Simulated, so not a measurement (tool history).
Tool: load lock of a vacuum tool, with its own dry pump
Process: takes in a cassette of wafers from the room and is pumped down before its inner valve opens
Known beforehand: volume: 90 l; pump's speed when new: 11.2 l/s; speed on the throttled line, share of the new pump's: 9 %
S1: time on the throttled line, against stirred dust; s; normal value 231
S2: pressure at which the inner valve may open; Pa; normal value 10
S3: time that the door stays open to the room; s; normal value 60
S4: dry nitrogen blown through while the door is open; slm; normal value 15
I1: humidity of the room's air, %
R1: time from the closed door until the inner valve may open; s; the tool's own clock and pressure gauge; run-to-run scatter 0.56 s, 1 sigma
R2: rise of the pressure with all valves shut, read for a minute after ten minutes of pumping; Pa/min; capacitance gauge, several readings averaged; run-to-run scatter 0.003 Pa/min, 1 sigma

run 1 hour=0 | S1=231 S2=10 S3=60 S4=15 | I1=47.3 | R1=284.7 R2=0.039
run 2 hour=95.2 | S1=231 S2=10 S3=60 S4=15 | I1=46.2 | R1=284.8 R2=0.034
run 3 hour=256.9 | S1=231 S2=10 S3=60 S4=15 | I1=40.8 | R1=285.8 R2=0.033
run 4 hour=339.5 | S1=231 S2=10 S3=45 S4=15 | I1=43 | R1=286.6 R2=0.031
run 5 hour=440.7 | S1=426 S2=10 S3=60 S4=15 | I1=44 | R1=463.7 R2=0.037
run 6 hour=510.1 | S1=426 S2=10 S3=60 S4=15 | I1=45.2 | R1=463 R2=0.039
run 7 hour=635.2 | S1=426 S2=11 S3=60 S4=15 | I1=46.9 | R1=463.2 R2=0.042
run 8 hour=710.9 | S1=231 S2=10 S3=60 S4=15 | I1=44.2 | R1=286.2 R2=0.037
-- hour=782.3 dry pump taken out, an overhauled one fitted
run 9 hour=789.1 | S1=231 S2=10 S3=60 S4=15 | I1=43.6 | R1=285.2 R2=0.035
run 10 hour=860 | S1=231 S2=8 S3=60 S4=15 | I1=46.2 | R1=287.7 R2=0.04
run 11 hour=1012.8 | S1=231 S2=8 S3=60 S4=15 | I1=42.4 | R1=287.7 R2=0.037
run 12 hour=1083.1 | S1=231 S2=8 S3=60 S4=15 | I1=45 | R1=288.1 R2=0.041
run 13 hour=1234.7 | S1=231 S2=17 S3=60 S4=15 | I1=43.7 | R1=280.3 R2=0.034
run 14 hour=1373.8 | S1=231 S2=10 S3=157 S4=15 | I1=43.6 | R1=284.4 R2=0.072
run 15 hour=1519.9 | S1=231 S2=14 S3=157 S4=15 | I1=46.4 | R1=283 R2=0.073
run 16 hour=1629.6 | S1=231 S2=14 S3=157 S4=15 | I1=42.8 | R1=283.7 R2=0.066
run 17 hour=1723 | S1=231 S2=14 S3=157 S4=15 | I1=43.8 | R1=282.6 R2=0.069
run 18 hour=1873.3 | S1=231 S2=10 S3=60 S4=12 | I1=44.4 | R1=285 R2=0.041
run 19 hour=1970 | S1=231 S2=10 S3=60 S4=15 | I1=43.2 | R1=285.6 R2=0.038
run 20 hour=2072.1 | S1=231 S2=10 S3=60 S4=15 | I1=48.9 | R1=285.4 R2=0.043
run 21 hour=2150.1 | S1=133 S2=18 S3=60 S4=15 | I1=43.9 | R1=191.5 R2=0.039
run 22 hour=2278.8 | S1=231 S2=10 S3=60 S4=44 | I1=41.9 | R1=285.9 R2=0.022
run 23 hour=2435 | S1=231 S2=10 S3=60 S4=44 | I1=46.5 | R1=285.8 R2=0.023
run 24 hour=2503.8 | S1=231 S2=10 S3=32 S4=5 | I1=43.5 | R1=285 R2=0.032
run 25 hour=2647.7 | S1=158 S2=11 S3=60 S4=23 | I1=46.5 | R1=218.2 R2=0.032
run 26 hour=2777.5 | S1=158 S2=11 S3=60 S4=23 | I1=45.9 | R1=218 R2=0.028
run 27 hour=2907.3 | S1=155 S2=11 S3=60 S4=23 | I1=44.7 | R1=216 R2=0.03
run 28 hour=3058.1 | S1=309 S2=10 S3=60 S4=15 | I1=44.3 | R1=358.4 R2=0.038
run 29 hour=3222.1 | S1=442 S2=8 S3=60 S4=15 | I1=44.2 | R1=479.8 R2=0.038
run 30 hour=3355.9 | S1=442 S2=8 S3=60 S4=15 | I1=46.1 | R1=480.8 R2=0.04
run 31 hour=3476.8 | S1=139 S2=19 S3=29 S4=15 | I1=44.5 | R1=195.8 R2=0.026
run 32 hour=3640.4 | S1=344 S2=8 S3=60 S4=15 | I1=41.8 | R1=390 R2=0.03
run 33 hour=3730.4 | S1=178 S2=10 S3=60 S4=20 | I1=45.8 | R1=237 R2=0.032
run 34 hour=3869.7 | S1=279 S2=17 S3=193 S4=8 | I1=45.3 | R1=326.5 R2=0.09
run 35 hour=4026.5 | S1=272 S2=17 S3=146 S4=14 | I1=44.8 | R1=317.9 R2=0.069
run 36 hour=4173.3 | S1=147 S2=10 S3=60 S4=15 | I1=44.8 | R1=210.2 R2=0.037
run 37 hour=4279.1 | S1=231 S2=10 S3=60 S4=20 | I1=44.2 | R1=286.2 R2=0.035
run 38 hour=4427 | S1=231 S2=9 S3=151 S4=15 | I1=45.6 | R1=286.6 R2=0.067

Forecast each of these 3 alternatives for the next run:
run A hour=4503.8 | S1=231 S2=18 S3=78 S4=15 | I1=44.1 | R1=? R2=?
run B hour=4503.8 | S1=408 S2=13 S3=60 S4=20 | I1=44.9 | R1=? R2=?
run C hour=4503.8 | S1=125 S2=10 S3=60 S4=15 | I1=47.2 | R1=? R2=?

run=A R1=280.5 R2=0.045
run=B R1=446.7 R2=0.032
run=C R1=189.1 R2=0.043
With the hidden condition removed and each run's random variation left untouched, the same runs would have given:
run=A R1=280.5 R2=0.045
run=B R1=446.7 R2=0.032
run=C R1=189 R2=0.043

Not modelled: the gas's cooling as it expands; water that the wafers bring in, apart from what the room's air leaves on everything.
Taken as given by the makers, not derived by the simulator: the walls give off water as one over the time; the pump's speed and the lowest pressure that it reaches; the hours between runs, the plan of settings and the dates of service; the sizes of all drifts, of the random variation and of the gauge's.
